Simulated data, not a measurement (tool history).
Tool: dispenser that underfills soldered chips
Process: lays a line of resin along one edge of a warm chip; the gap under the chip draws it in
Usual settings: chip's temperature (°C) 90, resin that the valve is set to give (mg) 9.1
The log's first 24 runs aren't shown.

run	hour	chip's temperature (°C)	resin that the valve is set to give (mg)	time until the resin shows at the far edge (s)	resin that the valve gave (mg)
25	146	76	7.73	119.3	7.39
# hour 148.9: new syringe of resin
26	151.1	95	7.73	34.2	7.44
27	157.9	95	7.73	49.4	7.42
28	161.8	94	9.09	60.8	8.58
# hour 165.8: new syringe of resin
29	166.9	94	9.09	32	8.63
30	174.6	90	9.16	55.6	8.62
31	180.5	80	9.44	106.6	8.89
# hour 181.9: new syringe of resin
32	184.7	104	8.62	26.1	8.01
33	192.9	85	9.54	71.4	8.86
# hour 198.4: new syringe of resin
34	200.3	81	10.25	50.4	9.47
35	206.9	89	8.34	55.7	7.62

4 ways to go on from here, each from the tool as it stands after run 35. What would each give?
A	210.6	80	9.1	?	?
B	210.6	89	8.41	?	?
C	210.6	103	8.51	?	?
D	210.6	104	8.88	?	?

run	time until the resin shows at the far edge (s)	resin that the valve gave (mg)
A	91.5	8.29
B	67.7	7.71
C	43.9	7.76
D	41.7	8.12
Without the tool's hidden state the same runs would have given:
run	time until the resin shows at the far edge (s)	resin that the valve gave (mg)
A	47.1	9.04
B	34.4	8.41
C	22.5	8.46
D	21.3	8.85

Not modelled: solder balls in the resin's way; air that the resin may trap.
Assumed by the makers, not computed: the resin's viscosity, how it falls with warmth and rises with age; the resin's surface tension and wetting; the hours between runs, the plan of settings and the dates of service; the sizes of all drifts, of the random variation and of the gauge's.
